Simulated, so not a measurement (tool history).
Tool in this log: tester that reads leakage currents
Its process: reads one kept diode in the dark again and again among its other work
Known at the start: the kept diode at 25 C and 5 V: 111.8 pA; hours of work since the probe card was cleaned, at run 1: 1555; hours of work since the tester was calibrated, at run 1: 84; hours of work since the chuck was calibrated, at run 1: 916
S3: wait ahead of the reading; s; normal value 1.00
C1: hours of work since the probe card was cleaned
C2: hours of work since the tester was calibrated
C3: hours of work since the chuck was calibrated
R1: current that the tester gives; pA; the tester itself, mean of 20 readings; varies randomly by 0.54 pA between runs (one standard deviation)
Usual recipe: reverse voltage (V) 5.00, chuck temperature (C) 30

{"run": 1, "hour": 0.0, "reverse voltage (V)": 5.0, "chuck temperature (C)": 30, "S3": 1.0, "C1": 1555, "C2": 84, "C3": 916, "R1": 190.22}
{"run": 2, "hour": 86.4, "reverse voltage (V)": 5.0, "chuck temperature (C)": 25, "S3": 1.0, "C1": 1620, "C2": 150, "C3": 982, "R1": 121.44}
{"run": 3, "hour": 169.9, "reverse voltage (V)": 5.0, "chuck temperature (C)": 25, "S3": 1.0, "C1": 1683, "C2": 213, "C3": 1045, "R1": 123.31}
{"run": 4, "hour": 227.9, "reverse voltage (V)": 5.0, "chuck temperature (C)": 30, "S3": 1.0, "C1": 1727, "C2": 256, "C3": 1088, "R1": 193.04}
{"run": 5, "hour": 276.4, "reverse voltage (V)": 5.0, "chuck temperature (C)": 30, "S3": 1.0, "C1": 1763, "C2": 293, "C3": 1125, "R1": 193.35}
{"run": 6, "hour": 344.5, "reverse voltage (V)": 8.23, "chuck temperature (C)": 30, "S3": 1.0, "C1": 1815, "C2": 345, "C3": 1176, "R1": 239.29}
{"run": 7, "hour": 408.0, "reverse voltage (V)": 8.23, "chuck temperature (C)": 30, "S3": 1.0, "C1": 1863, "C2": 393, "C3": 1224, "R1": 240.0}
{"run": 8, "hour": 507.0, "reverse voltage (V)": 8.23, "chuck temperature (C)": 30, "S3": 1.0, "C1": 1937, "C2": 467, "C3": 1299, "R1": 241.86}
{"run": 9, "hour": 568.0, "reverse voltage (V)": 8.23, "chuck temperature (C)": 30, "S3": 1.0, "C1": 1983, "C2": 513, "C3": 1345, "R1": 241.77}
{"run": 10, "hour": 651.4, "reverse voltage (V)": 5.85, "chuck temperature (C)": 30, "S3": 1.0, "C1": 2046, "C2": 576, "C3": 1408, "R1": 210.82}
{"run": 11, "hour": 722.6, "reverse voltage (V)": 5.85, "chuck temperature (C)": 30, "S3": 1.0, "C1": 2100, "C2": 630, "C3": 1462, "R1": 210.86}
{"run": 12, "hour": 789.7, "reverse voltage (V)": 5.85, "chuck temperature (C)": 30, "S3": 1.0, "C1": 2151, "C2": 681, "C3": 1513, "R1": 211.44}
{"run": 13, "hour": 854.5, "reverse voltage (V)": 9.0, "chuck temperature (C)": 30, "S3": 1.0, "C1": 2200, "C2": 730, "C3": 1562, "R1": 256.19}
{"run": 14, "hour": 909.6, "reverse voltage (V)": 5.0, "chuck temperature (C)": 30, "S3": 1.0, "C1": 2241, "C2": 771, "C3": 1603, "R1": 200.11}
{"hour": 919.6, "done": "chuck's temperature calibrated"}
{"run": 15, "hour": 996.6, "reverse voltage (V)": 5.0, "chuck temperature (C)": 30, "S3": 1.0, "C1": 2306, "C2": 835, "C3": 58, "R1": 190.89}
{"run": 16, "hour": 1085.7, "reverse voltage (V)": 5.0, "chuck temperature (C)": 30, "S3": 1.0, "C1": 2373, "C2": 903, "C3": 125, "R1": 191.14}
{"run": 17, "hour": 1160.1, "reverse voltage (V)": 5.0, "chuck temperature (C)": 30, "S3": 1.0, "C1": 2429, "C2": 959, "C3": 182, "R1": 191.77}
{"run": 18, "hour": 1204.4, "reverse voltage (V)": 5.0, "chuck temperature (C)": 30, "S3": 1.0, "C1": 2462, "C2": 992, "C3": 215, "R1": 192.12}
{"run": 19, "hour": 1279.6, "reverse voltage (V)": 8.69, "chuck temperature (C)": 30, "S3": 1.0, "C1": 2519, "C2": 1049, "C3": 272, "R1": 244.87}
{"hour": 1291.2, "done": "probe card cleaned and baked"}
{"run": 20, "hour": 1363.8, "reverse voltage (V)": 5.0, "chuck temperature (C)": 30, "S3": 1.0, "C1": 55, "C2": 1110, "C3": 333, "R1": 196.08}
{"run": 21, "hour": 1429.2, "reverse voltage (V)": 5.0, "chuck temperature (C)": 30, "S3": 1.0, "C1": 104, "C2": 1160, "C3": 383, "R1": 197.03}
{"run": 22, "hour": 1488.7, "reverse voltage (V)": 5.27, "chuck temperature (C)": 23, "S3": 0.36, "C1": 149, "C2": 1205, "C3": 427, "R1": 113.3}
{"hour": 1498.7, "done": "probe card cleaned and baked, once more"}
{"run": 23, "hour": 1556.1, "reverse voltage (V)": 10.11, "chuck temperature (C)": 23, "S3": 9.0, "C1": 43, "C2": 1253, "C3": 476, "R1": 125.82}
{"run": 24, "hour": 1635.4, "reverse voltage (V)": 10.11, "chuck temperature (C)": 23, "S3": 9.0, "C1": 103, "C2": 1313, "C3": 536, "R1": 127.99}
{"run": 25, "hour": 1715.6, "reverse voltage (V)": 10.11, "chuck temperature (C)": 23, "S3": 9.0, "C1": 164, "C2": 1374, "C3": 597, "R1": 127.77}
{"run": 26, "hour": 1784.7, "reverse voltage (V)": 13.36, "chuck temperature (C)": 27, "S3": 1.59, "C1": 216, "C2": 1426, "C3": 649, "R1": 210.73}
{"run": 27, "hour": 1872.7, "reverse voltage (V)": 11.9, "chuck temperature (C)": 27, "S3": 1.59, "C1": 282, "C2": 1492, "C3": 715, "R1": 201.61}
{"run": 28, "hour": 1963.2, "reverse voltage (V)": 3.85, "chuck temperature (C)": 30, "S3": 1.0, "C1": 351, "C2": 1561, "C3": 783, "R1": 169.8}
{"run": 29, "hour": 2007.5, "reverse voltage (V)": 13.52, "chuck temperature (C)": 30, "S3": 1.0, "C1": 384, "C2": 1594, "C3": 817, "R1": 281.53}
{"run": 30, "hour": 2071.2, "reverse voltage (V)": 5.13, "chuck temperature (C)": 46, "S3": 1.0, "C1": 432, "C2": 1642, "C3": 865, "R1": 767.5}
{"run": 31, "hour": 2142.3, "reverse voltage (V)": 1.12, "chuck temperature (C)": 41, "S3": 1.0, "C1": 486, "C2": 1696, "C3": 919, "R1": 276.48}
{"run": 32, "hour": 2243.3, "reverse voltage (V)": 2.35, "chuck temperature (C)": 29, "S3": 5.98, "C1": 562, "C2": 1772, "C3": 995, "R1": 128.42}
{"run": 33, "hour": 2333.5, "reverse voltage (V)": 5.68, "chuck temperature (C)": 34, "S3": 3.77, "C1": 630, "C2": 1840, "C3": 1063, "R1": 286.99}
{"run": 34, "hour": 2410.2, "reverse voltage (V)": 5.68, "chuck temperature (C)": 34, "S3": 3.77, "C1": 688, "C2": 1898, "C3": 1121, "R1": 290.81}
{"run": 35, "hour": 2486.0, "reverse voltage (V)": 1.34, "chuck temperature (C)": 32, "S3": 1.0, "C1": 745, "C2": 1956, "C3": 1178, "R1": 136.27}
{"run": 36, "hour": 2548.0, "reverse voltage (V)": 13.64, "chuck temperature (C)": 25, "S3": 1.35, "C1": 792, "C2": 2002, "C3": 1225, "R1": 188.05}
{"run": 37, "hour": 2623.7, "reverse voltage (V)": 13.64, "chuck temperature (C)": 29, "S3": 0.46, "C1": 850, "C2": 2060, "C3": 1282, "R1": 270.28}
{"run": 38, "hour": 2721.3, "reverse voltage (V)": 13.64, "chuck temperature (C)": 29, "S3": 0.46, "C1": 923, "C2": 2133, "C3": 1356, "R1": 272.48}
{"run": 39, "hour": 2770.7, "reverse voltage (V)": 1.08, "chuck temperature (C)": 22, "S3": 5.59, "C1": 961, "C2": 2171, "C3": 1393, "R1": 50.5}
{"run": 40, "hour": 2861.1, "reverse voltage (V)": 5.0, "chuck temperature (C)": 39, "S3": 2.59, "C1": 1029, "C2": 2239, "C3": 1461, "R1": 433.4}

Forecast each of these 4 alternatives for the next run:
{"run": "A", "hour": 2905.7, "reverse voltage (V)": 16.12, "chuck temperature (C)": 48, "S3": 0.84, "C1": 1062, "C2": 2273, "C3": 1495, "R1": "?"}
{"run": "B", "hour": 2905.7, "reverse voltage (V)": 1.74, "chuck temperature (C)": 28, "S3": 0.73, "C1": 1062, "C2": 2273, "C3": 1495, "R1": "?"}
{"run": "C", "hour": 2905.7, "reverse voltage (V)": 1.2, "chuck temperature (C)": 25, "S3": 8.59, "C1": 1062, "C2": 2273, "C3": 1495, "R1": "?"}
{"run": "D", "hour": 2905.7, "reverse voltage (V)": 5.0, "chuck temperature (C)": 34, "S3": 0.64, "C1": 1062, "C2": 2273, "C3": 1495, "R1": "?"}

run=A R1=1463.50
run=B R1=107.43
run=C R1=69.78
run=D R1=282.34
What these runs would have given with no unlogged condition in the tool:
run=A R1=1352.08
run=B R1=98.06
run=C R1=63.55
run=D R1=257.92
